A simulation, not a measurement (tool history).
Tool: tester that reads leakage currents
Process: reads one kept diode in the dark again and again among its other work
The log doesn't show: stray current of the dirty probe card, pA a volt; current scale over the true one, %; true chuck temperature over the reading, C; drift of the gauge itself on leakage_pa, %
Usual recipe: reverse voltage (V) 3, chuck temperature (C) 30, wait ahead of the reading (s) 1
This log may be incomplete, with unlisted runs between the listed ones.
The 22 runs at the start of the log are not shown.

run    hour  reverse voltage (V)  chuck temperature (C)  wait ahead of the reading (s)  hours of work since the probe card was cleaned  hours of work since the tester was calibrated  hours of work since the chuck was calibrated  current that the tester gives (pA)
 23     972                 1.95                     54                           0.88                                             140                                            587                                           109                             1285.86
 24  1014.8                 1.95                     54                           0.88                                             163                                            610                                           132                             1302.95
 25  1069.6                 1.95                     54                           0.88                                             193                                            640                                           162                             1309.44
 26  1108.4                 1.95                     54                           0.88                                             214                                            661                                           183                             1326.19
 27  1152.4                 8.11                     51                           4.34                                             238                                            685                                           206                             2438.39
 28    1187                 8.11                     51                           4.34                                             257                                            704                                           225                             2456.23
 29  1238.3                16.35                     21                           1.69                                             284                                            731                                           253                              275.45
 30    1285                    3                     30                           0.42                                             310                                            757                                           278                               234.7
 31  1310.8                  2.7                     55                           3.86                                             324                                            771                                           292                             1781.99
 32  1343.4                 1.08                     30                           2.57                                             341                                            788                                           310                              128.52
 33  1401.4                11.78                     30                           5.96                                             373                                            820                                           341                              538.41
 34    1446                10.92                     36                              1                                             397                                            844                                           366                              877.71
 35  1470.5                10.92                     33                              1                                             410                                            857                                           379                              678.33
 36  1522.4                10.92                     33                              1                                             438                                            885                                           407                              686.24
 37  1572.2                10.92                     33                              1                                             465                                            912                                           434                              689.24
 38  1602.7                 4.84                     30                              1                                             482                                            929                                           451                              325.42
 39  1645.6                 2.37                     29                           3.57                                             505                                            952                                           474                              196.92

Below are 5 alternative next runs, each starting from the tool's condition after run 39. Predict each:
  A  1696.6                 7.93                     21                           3.57                                             533                                            980                                           501                                   ?
  B  1696.6                14.69                     58                           2.28                                             533                                            980                                           501                                   ?
  C  1696.6                    3                     37                              1                                             533                                            980                                           501                                   ?
  D  1696.6                 2.41                     25                           1.73                                             533                                            980                                           501                                   ?
  E  1696.6                 9.56                     60                              1                                             533                                            980                                           501                                   ?

run  current that the tester gives (pA)
  A                               194.8
  B                             6429.01
  C                              464.18
  D                              139.44
  E                             5857.27
Take away the tool's hidden state, keep each run's random variation, and the runs would have read:
run  current that the tester gives (pA)
  A                              160.91
  B                              5569.1
  C                              394.39
  D                              116.63
  E                              5082.9

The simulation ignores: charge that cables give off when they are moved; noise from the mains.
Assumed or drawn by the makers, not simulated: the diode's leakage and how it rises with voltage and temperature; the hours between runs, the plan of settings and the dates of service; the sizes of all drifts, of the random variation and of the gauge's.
